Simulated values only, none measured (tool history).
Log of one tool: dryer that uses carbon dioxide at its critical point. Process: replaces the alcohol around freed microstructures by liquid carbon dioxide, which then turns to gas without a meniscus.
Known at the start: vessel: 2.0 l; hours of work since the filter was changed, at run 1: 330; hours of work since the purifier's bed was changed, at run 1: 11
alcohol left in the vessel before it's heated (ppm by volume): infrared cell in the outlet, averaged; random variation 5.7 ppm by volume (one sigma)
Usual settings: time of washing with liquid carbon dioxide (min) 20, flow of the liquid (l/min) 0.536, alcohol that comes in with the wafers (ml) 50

run   hour  time of washing with liquid carbon dioxide (min)  flow of the liquid (l/min)  alcohol that comes in with the wafers (ml)  hours of work since the filter was changed  hours of work since the purifier's bed was changed  alcohol left in the vessel before it's heated (ppm by volume)
  1    0.0                                                20                       0.536                                          50                                         330                                                  11                                                            321
  2   26.8                                                20                       0.536                                          91                                         349                                                  30                                                            590
  3   77.3                                                20                       0.734                                          50                                         384                                                  66                                                            100
  4  125.6                                                20                       0.734                                          50                                         419                                                 100                                                            123
  5  171.4                                                20                       0.734                                          50                                         451                                                 133                                                            140
     193.6  -- inlet filter changed
  6  202.6                                                20                       0.734                                          50                                           6                                                 154                                                             90
  7  239.4                                                20                       0.734                                          50                                          32                                                 180                                                             91
  8  285.4                                                23                       0.536                                          50                                          65                                                 213                                                            170
  9  316.1                                                20                       0.707                                          50                                          87                                                 235                                                            138
 10  338.7                                                28                       0.374                                         116                                         103                                                 251                                                            609
 11  391.2                                                20                       0.508                                          50                                         140                                                 288                                                            375
 12  412.6                                                22                       0.440                                          58                                         155                                                 303                                                            514
 13  451.3                                                25                       0.452                                          50                                         183                                                 331                                                            292
 14  474.9                                                16                       0.624                                          50                                         200                                                 347                                                            471
 15  515.9                                                19                       0.454                                          31                                         229                                                 376                                                            502
 16  567.0                                                26                       0.454                                          78                                         265                                                 413                                                            412
 17  597.8                                                14                       0.492                                          50                                         287                                                 434                                                           1533

3 ways to go on from here, each from the tool as it stands after run 17. What would each give?
  A  634.2                                                28                       0.874                                          50                                         313                                                 460                                                              ?
  B  634.2                                                16                       0.543                                          88                                         313                                                 460                                                              ?
  C  634.2                                                21                       0.478                                          70                                         313                                                 460                                                              ?

run  alcohol left in the vessel before it's heated (ppm by volume)
  A                                                            157
  B                                                           1358
  C                                                            692
Without the tool's hidden state the same runs would have given:
run  alcohol left in the vessel before it's heated (ppm by volume)
  A                                                              3
  B                                                            796
  C                                                            339
